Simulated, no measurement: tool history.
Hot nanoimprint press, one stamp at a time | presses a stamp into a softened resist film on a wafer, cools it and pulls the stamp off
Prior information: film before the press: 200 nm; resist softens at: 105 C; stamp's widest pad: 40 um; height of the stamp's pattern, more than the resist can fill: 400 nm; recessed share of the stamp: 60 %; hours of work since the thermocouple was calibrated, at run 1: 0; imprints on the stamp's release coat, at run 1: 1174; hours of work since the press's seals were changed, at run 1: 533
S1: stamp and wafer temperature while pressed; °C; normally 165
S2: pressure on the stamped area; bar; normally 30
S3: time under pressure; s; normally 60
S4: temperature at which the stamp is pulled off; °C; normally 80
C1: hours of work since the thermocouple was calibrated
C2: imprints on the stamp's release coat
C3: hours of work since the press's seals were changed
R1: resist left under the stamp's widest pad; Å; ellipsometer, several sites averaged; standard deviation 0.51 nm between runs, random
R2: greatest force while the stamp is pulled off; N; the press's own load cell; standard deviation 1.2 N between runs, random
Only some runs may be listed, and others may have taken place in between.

| run | day | S1 | S2 | S3 | S4 | C1 | C2 | C3 | R1 | R2 |
|---|---|---|---|---|---|---|---|---|---|---|
| 1 | 0 | 165 | 30 | 60 | 80 | 0 | 1174 | 533 | 1042 | 106 |
|  | 1.354 | stamp cleaned and given a new release coat |
| 2 | 3.125 | 156 | 30 | 60 | 80 | 39 | 164 | 572 | 1541 | 107 |
| 3 | 6.504 | 156 | 30 | 60 | 80 | 84 | 478 | 618 | 1541 | 106 |
| 4 | 8.696 | 165 | 20.3 | 60 | 80 | 114 | 681 | 647 | 1238 | 107 |
| 5 | 12.088 | 165 | 20.3 | 60 | 80 | 160 | 995 | 693 | 1230 | 108 |
| 6 | 13.588 | 165 | 20.3 | 60 | 80 | 180 | 1134 | 713 | 1240 | 107 |
|  | 15.383 | stamp cleaned and given a new release coat |
| 7 | 16.625 | 165 | 20.3 | 60 | 80 | 217 | 115 | 751 | 1232 | 106 |
| 8 | 19.883 | 166 | 36.9 | 60 | 80 | 261 | 417 | 795 | 896 | 104 |
| 9 | 21.567 | 165 | 36.1 | 109 | 75 | 284 | 573 | 817 | 776 | 115 |
| 10 | 23.908 | 165 | 36.1 | 109 | 75 | 316 | 790 | 849 | 761 | 116 |
| 11 | 26.492 | 157 | 36.1 | 48 | 75 | 350 | 1030 | 884 | 1462 | 115 |
|  | 28.979 | plate thermocouple calibrated |
|  | 29.529 | stamp cleaned and given a new release coat |
| 12 | 30.075 | 165 | 30 | 60 | 86 | 11 | 51 | 927 | 1020 | 96 |
| 13 | 32.629 | 165 | 30 | 60 | 86 | 46 | 288 | 961 | 1036 | 98 |

Consider 5 possible next runs. They are alternatives, not a sequence: every one starts from the tool as it was left by run 13. What does each give?
| A | 34.254 | 171 | 30 | 60 | 66 | 68 | 439 | 983 | ? | ? |
| B | 34.254 | 165 | 46 | 39 | 65 | 68 | 439 | 983 | ? | ? |
| C | 34.254 | 176 | 30 | 32 | 66 | 68 | 439 | 983 | ? | ? |
| D | 34.254 | 165 | 30 | 30 | 78 | 68 | 439 | 983 | ? | ? |
| E | 34.254 | 165 | 38.3 | 47 | 80 | 68 | 439 | 983 | ? | ? |

| run | R1 | R2 |
|---|---|---|
| A | 751 | 131 |
| B | 971 | 131 |
| C | 736 | 131 |
| D | 1276 | 112 |
| E | 993 | 107 |
Without the tool's unlogged condition, the same runs would have read:
| run | R1 | R2 |
|---|---|---|
| A | 750 | 130 |
| B | 971 | 131 |
| C | 736 | 131 |
| D | 1275 | 111 |
| E | 993 | 107 |
